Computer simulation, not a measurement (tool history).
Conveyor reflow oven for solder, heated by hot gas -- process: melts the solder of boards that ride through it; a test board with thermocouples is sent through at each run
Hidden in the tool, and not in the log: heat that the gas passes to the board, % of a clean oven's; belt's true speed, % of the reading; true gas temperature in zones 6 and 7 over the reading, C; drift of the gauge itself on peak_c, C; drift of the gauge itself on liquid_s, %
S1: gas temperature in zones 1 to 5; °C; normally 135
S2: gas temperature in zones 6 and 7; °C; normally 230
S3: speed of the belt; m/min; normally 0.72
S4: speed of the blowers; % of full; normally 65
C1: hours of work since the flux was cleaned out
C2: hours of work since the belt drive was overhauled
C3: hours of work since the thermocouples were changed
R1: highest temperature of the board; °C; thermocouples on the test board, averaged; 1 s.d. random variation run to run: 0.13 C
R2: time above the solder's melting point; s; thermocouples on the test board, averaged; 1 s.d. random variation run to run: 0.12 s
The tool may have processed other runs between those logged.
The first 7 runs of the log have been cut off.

{"run": 8, "day": 4.996, "S1": 135, "S2": 225, "S3": 0.72, "S4": 65, "C1": 68, "C2": 506, "C3": 214, "R1": 207.7, "R2": 41.7}
{"run": 9, "day": 5.967, "S1": 135, "S2": 236, "S3": 0.72, "S4": 65, "C1": 86, "C2": 525, "C3": 233, "R1": 216.9, "R2": 49.1}
{"run": 10, "day": 6.379, "S1": 135, "S2": 236, "S3": 0.72, "S4": 65, "C1": 94, "C2": 533, "C3": 241, "R1": 217.1, "R2": 49.2}
{"day": 7.025, "done": "flux residue cleaned out of gas plates and filters, once more"}
{"run": 11, "day": 7.558, "S1": 135, "S2": 230, "S3": 0.72, "S4": 65, "C1": 10, "C2": 551, "C3": 259, "R1": 213.6, "R2": 47.2}
{"run": 12, "day": 8.479, "S1": 135, "S2": 230, "S3": 0.72, "S4": 65, "C1": 28, "C2": 569, "C3": 277, "R1": 213.6, "R2": 46.9}
{"run": 13, "day": 9.229, "S1": 135, "S2": 230, "S3": 0.72, "S4": 65, "C1": 42, "C2": 583, "C3": 291, "R1": 213.5, "R2": 47.3}
{"run": 14, "day": 9.771, "S1": 135, "S2": 230, "S3": 0.72, "S4": 65, "C1": 53, "C2": 594, "C3": 302, "R1": 213.5, "R2": 47.2}
{"run": 15, "day": 10.338, "S1": 135, "S2": 230, "S3": 0.734, "S4": 65, "C1": 63, "C2": 604, "C3": 312, "R1": 212.8, "R2": 45.6}
{"run": 16, "day": 11.158, "S1": 135, "S2": 224, "S3": 0.72, "S4": 65, "C1": 79, "C2": 620, "C3": 328, "R1": 208.4, "R2": 43}
{"run": 17, "day": 11.929, "S1": 135, "S2": 226, "S3": 0.78, "S4": 65, "C1": 94, "C2": 635, "C3": 343, "R1": 207.5, "R2": 38}
{"run": 18, "day": 12.558, "S1": 135, "S2": 230, "S3": 0.72, "S4": 76, "C1": 106, "C2": 647, "C3": 355, "R1": 216.7, "R2": 50}

Run 19, settings as shown, results not yet in. Your forecast:
{"run": 19, "day": 13.504, "S1": 131, "S2": 224, "S3": 0.72, "S4": 65, "C1": 124, "C2": 665, "C3": 373, "R1": "?", "R2": "?"}

R1: 207.4 °C
R2: 41.1 s
With the hidden condition absent and the run-to-run variation left alone, this run would have shown R1 207.1 °C, R2 40.2 s.
